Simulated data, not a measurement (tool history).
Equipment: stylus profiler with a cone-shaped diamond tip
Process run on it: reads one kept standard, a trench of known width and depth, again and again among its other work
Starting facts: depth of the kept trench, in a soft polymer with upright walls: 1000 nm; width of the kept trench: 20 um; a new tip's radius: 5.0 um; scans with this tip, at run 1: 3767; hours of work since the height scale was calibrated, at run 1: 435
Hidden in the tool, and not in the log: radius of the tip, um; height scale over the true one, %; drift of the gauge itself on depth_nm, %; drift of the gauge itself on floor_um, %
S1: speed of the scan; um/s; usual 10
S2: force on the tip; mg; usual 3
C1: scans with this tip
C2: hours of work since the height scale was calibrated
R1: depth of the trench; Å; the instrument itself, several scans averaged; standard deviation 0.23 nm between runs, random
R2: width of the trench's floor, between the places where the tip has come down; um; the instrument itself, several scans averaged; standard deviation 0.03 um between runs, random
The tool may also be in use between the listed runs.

run	hour	S1	S2	C1	C2	R1	R2
1	0	10	3	3767	435	10147.5	13.22
2	19	10	3	3835	443	10149.6	13.21
3	46	10	3	3932	455	10143.3	13.17
4	64.2	23	3	3997	462	10147.2	13.14
5	90.9	23	3	4093	473	10145.2	13.19
6	105	10	3	4144	479	10145.3	13.11
7	123	10	3	4209	487	10144.9	13.16
8	139.5	10	3	4268	493	10142.9	13.16
9	166.5	10	3	4365	505	10142.6	13.12
10	195.6	10	3	4470	517	10143	13.08
11	220.3	10	3	4559	527	10137.3	13.05
12	243.7	10	3	4643	537	10142	13.06
13	269.7	10	3	4736	547	10140.8	13.05
14	290.1	10	3	4809	556	10140.1	13.06
15	316.2	10	3	4903	567	10140.8	13.02
16	331	10	2.28	4956	573	10116.5	12.99
17	344.7	10	3	5005	579	10140.9	13.04
18	369.9	10	3	5096	589	10142.3	12.95
19	400	10	4.77	5204	602	10199	13.01
20	417.1	10	5.82	5266	609	10225.8	12.89
21	445.7	4	5.82	5368	621	10229.1	12.97
22	470.7	4	7.55	5458	631	10272.2	12.91
23	485.1	10	6.98	5510	637	10259.8	12.93
24	500.3	26	3.02	5564	643	10140	12.82
25	515.6	6	4.41	5619	650	10185.3	12.93
26	529.1	7	3.15	5668	655	10145.4	12.86
27	550.4	7	3.15	5744	664	10144	12.89
28	579.5	7	3.15	5849	676	10139.6	12.9
29	595.1	7	3.15	5905	683	10145.1	12.81
30	622.5	7	1.3	6004	694	10066.8	12.83
31	637.4	7	1.3	6057	700	10065.7	12.78
32	659.9	7	1.3	6138	709	10065.7	12.78
33	672.8	6	3.12	6184	715	10139.4	12.79
34	701.5	6	3.55	6287	727	10155.5	12.82
35	718.1	12	3.55	6347	734	10158.5	12.83
36	733.2	10	1.16	6401	740	10054.5	12.8
37	761.4	30	4.99	6502	752	10203.4	12.75
38	791.7	30	4.99	6611	764	10197.2	12.71
39	818.1	25	6.97	6706	775	10251.6	12.79
40	838	10	2.78	6778	783	10123.1	12.75
41	867	8	2.16	6882	795	10102.7	12.69
42	894.8	8	2.16	6982	807	10102.9	12.68
43	907.8	5	3.12	7028	812	10136.5	12.68

What will run 44 give?
44	927.9	3	4.29	7101	821	?	?

Run 44 gave R1 10173 Å, R2 12.64 um.
Minus the tool's unlogged condition, the same run would have read R1 10201.5 Å, R2 13.95 um.
